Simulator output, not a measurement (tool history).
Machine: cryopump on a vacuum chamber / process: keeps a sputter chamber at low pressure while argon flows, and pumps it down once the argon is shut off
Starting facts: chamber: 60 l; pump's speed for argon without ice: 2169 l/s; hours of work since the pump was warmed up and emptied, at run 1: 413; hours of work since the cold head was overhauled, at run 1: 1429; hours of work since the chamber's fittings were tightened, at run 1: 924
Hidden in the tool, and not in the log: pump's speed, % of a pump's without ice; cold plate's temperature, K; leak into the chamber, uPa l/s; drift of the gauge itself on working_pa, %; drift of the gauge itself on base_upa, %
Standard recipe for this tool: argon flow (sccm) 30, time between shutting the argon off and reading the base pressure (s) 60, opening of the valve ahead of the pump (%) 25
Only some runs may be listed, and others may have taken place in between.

| run | hour | argon flow (sccm) | time between shutting the argon off and reading the base pressure (s) | opening of the valve ahead of the pump (%) | hours of work since the pump was warmed up and emptied | hours of work since the cold head was overhauled | hours of work since the chamber's fittings were tightened | pressure while argon flows (Pa) | pressure after the wait (uPa) |
|---|---|---|---|---|---|---|---|---|---|
| 1 | 0 | 30 | 60 | 25 | 413 | 1429 | 924 | 0.0973 | 0.81 |
| 2 | 42.2 | 30 | 60 | 25 | 449 | 1465 | 960 | 0.0985 | 0.84 |
| 3 | 94.3 | 36 | 60 | 25 | 493 | 1510 | 1004 | 0.1189 | 0.82 |
| 4 | 122.4 | 36 | 60 | 25 | 517 | 1533 | 1028 | 0.1199 | 0.8 |
| 5 | 168.6 | 36 | 60 | 25 | 556 | 1573 | 1067 | 0.1188 | 0.84 |
| 6 | 206.5 | 30 | 60 | 25 | 588 | 1605 | 1099 | 0.1001 | 0.88 |
| 7 | 245 | 30 | 54 | 25 | 621 | 1638 | 1132 | 0.1011 | 0.95 |
| 8 | 282.6 | 48 | 60 | 25 | 653 | 1670 | 1164 | 0.1601 | 0.85 |
| 9 | 309.2 | 30 | 60 | 25 | 675 | 1692 | 1187 | 0.1003 | 0.9 |
| 10 | 349.6 | 30 | 60 | 25 | 710 | 1727 | 1221 | 0.1019 | 0.87 |
| 11 | 385.6 | 30 | 60 | 25 | 740 | 1757 | 1252 | 0.1024 | 0.93 |
| 12 | 414.5 | 30 | 60 | 25 | 765 | 1782 | 1276 | 0.1036 | 0.93 |
| 13 | 457 | 30 | 60 | 25 | 801 | 1818 | 1312 | 0.1026 | 0.91 |
| 14 | 484.2 | 30 | 60 | 25 | 824 | 1841 | 1335 | 0.1034 | 0.99 |
| 15 | 520 | 30 | 165 | 25 | 855 | 1871 | 1366 | 0.1034 | 0.68 |
| 16 | 553.3 | 30 | 165 | 25 | 883 | 1900 | 1394 | 0.1042 | 0.66 |
| 17 | 585.4 | 30 | 165 | 25 | 910 | 1927 | 1421 | 0.1049 | 0.68 |
| 18 | 624.6 | 30 | 165 | 25 | 944 | 1960 | 1455 | 0.1062 | 0.71 |
| 19 | 677.6 | 30 | 165 | 25 | 989 | 2005 | 1500 | 0.1053 | 0.7 |
|  | 711.5 | pump warmed up, emptied and cooled again |
| 20 | 723 | 19 | 165 | 27 | 10 | 2040 | 1534 | 0.0547 | 0.52 |
| 21 | 771.2 | 13 | 101 | 18 | 51 | 2081 | 1575 | 0.0564 | 0.69 |
| 22 | 808 | 13 | 107 | 26 | 82 | 2112 | 1606 | 0.04 | 0.66 |
| 23 | 860.3 | 14 | 46 | 44 | 126 | 2156 | 1651 | 0.0254 | 1.01 |
| 24 | 898.2 | 14 | 46 | 44 | 159 | 2189 | 1683 | 0.0251 | 1.06 |
| 25 | 943.9 | 24 | 138 | 25 | 198 | 2227 | 1722 | 0.0764 | 0.61 |
| 26 | 972.6 | 22 | 60 | 31 | 222 | 2252 | 1746 | 0.0574 | 0.92 |
| 27 | 1002.1 | 22 | 60 | 31 | 247 | 2277 | 1771 | 0.0571 | 0.92 |
| 28 | 1026.3 | 30 | 60 | 23 | 268 | 2297 | 1792 | 0.1039 | 0.93 |
| 29 | 1068.9 | 30 | 60 | 23 | 304 | 2334 | 1828 | 0.1051 | 0.95 |
| 30 | 1105.4 | 13 | 33 | 51 | 335 | 2365 | 1859 | 0.02 | 1.34 |
| 31 | 1141.7 | 13 | 33 | 51 | 366 | 2396 | 1890 | 0.0216 | 1.37 |
| 32 | 1180.2 | 40 | 145 | 51 | 398 | 2428 | 1923 | 0.0664 | 0.67 |
| 33 | 1221.3 | 40 | 145 | 51 | 433 | 2463 | 1958 | 0.0662 | 0.68 |
| 34 | 1245.3 | 23 | 60 | 44 | 454 | 2484 | 1978 | 0.0438 | 0.99 |

Consider 4 possible next runs. They are alternatives, not a sequence: every one starts from the tool as it was left by run 34. What does each give?
| A | 1268.1 | 49 | 50 | 25 | 473 | 2503 | 1997 | ? | ? |
| B | 1268.1 | 23 | 60 | 53 | 473 | 2503 | 1997 | ? | ? |
| C | 1268.1 | 23 | 73 | 44 | 473 | 2503 | 1997 | ? | ? |
| D | 1268.1 | 60 | 42 | 22 | 473 | 2503 | 1997 | ? | ? |

| run | pressure while argon flows (Pa) | pressure after the wait (uPa) |
|---|---|---|
| A | 0.1601 | 1.05 |
| B | 0.0383 | 1.01 |
| C | 0.0458 | 0.97 |
| D | 0.2224 | 1.25 |
Stripped of hidden state, with their random variation kept, the same runs would have yielded:
| run | pressure while argon flows (Pa) | pressure after the wait (uPa) |
|---|---|---|
| A | 0.1521 | 0.66 |
| B | 0.0346 | 0.62 |
| C | 0.0421 | 0.57 |
| D | 0.2125 | 0.85 |

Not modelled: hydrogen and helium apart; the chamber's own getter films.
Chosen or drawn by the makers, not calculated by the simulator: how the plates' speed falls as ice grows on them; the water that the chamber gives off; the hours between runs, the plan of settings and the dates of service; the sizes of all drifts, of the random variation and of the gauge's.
